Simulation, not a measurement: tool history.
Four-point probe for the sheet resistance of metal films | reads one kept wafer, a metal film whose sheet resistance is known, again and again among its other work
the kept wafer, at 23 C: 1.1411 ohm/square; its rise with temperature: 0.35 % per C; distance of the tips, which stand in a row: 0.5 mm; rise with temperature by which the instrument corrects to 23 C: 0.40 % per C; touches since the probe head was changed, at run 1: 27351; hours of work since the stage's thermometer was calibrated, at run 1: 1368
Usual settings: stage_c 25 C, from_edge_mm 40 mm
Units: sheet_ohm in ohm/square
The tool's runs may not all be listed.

run,hour,stage_c,from_edge_mm,touches since the probe head was changed,hours of work since the stage's thermometer was calibrated,sheet_ohm
1,0.0,25,40,27351,1368,1.133242
2,26.5,25,40,28014,1381,1.133412
3,51.3,25,40,28635,1393,1.133645
4,79.1,19,40,29332,1406,1.136833
5,96.3,19,40,29761,1414,1.136583
6,115.3,25,40,30236,1424,1.133615
7,136.5,21,40,30768,1434,1.135813
8,154.9,25,40,31228,1443,1.133383
9,181.2,25,40,31887,1456,1.133224
10,205.0,25,40,32481,1467,1.133695
11,224.1,25,40,32960,1476,1.133526
12,251.4,19,40,33644,1490,1.136608
13,273.6,19,40,34199,1500,1.136626
14,299.8,22,19,34854,1513,1.135194
15,325.5,22,6,35498,1526,1.139211
16,339.6,31,16,35850,1532,1.131235
17,367.0,24,16,36537,1546,1.134880
18,393.8,20,7,37209,1559,1.139472
19,417.1,21,52,37792,1570,1.135127
20,440.0,21,52,38364,1581,1.135533
21,454.5,24,37,38728,1588,1.133864
22,482.4,24,6,39425,1602,1.138338
23,509.7,18,6,40108,1615,1.141260

3 ways to go on from here, each from the tool as it stands after run 23. What would each give?
A,533.7,31,21,40711,1627,?
B,533.7,18,8,40711,1627,?
C,533.7,19,13,40711,1627,?

run,sheet_ohm
A,1.130782
B,1.139264
C,1.137213
Without the tool's hidden state the same runs would have given:
run,sheet_ohm
A,1.137390
B,1.146004
C,1.143934
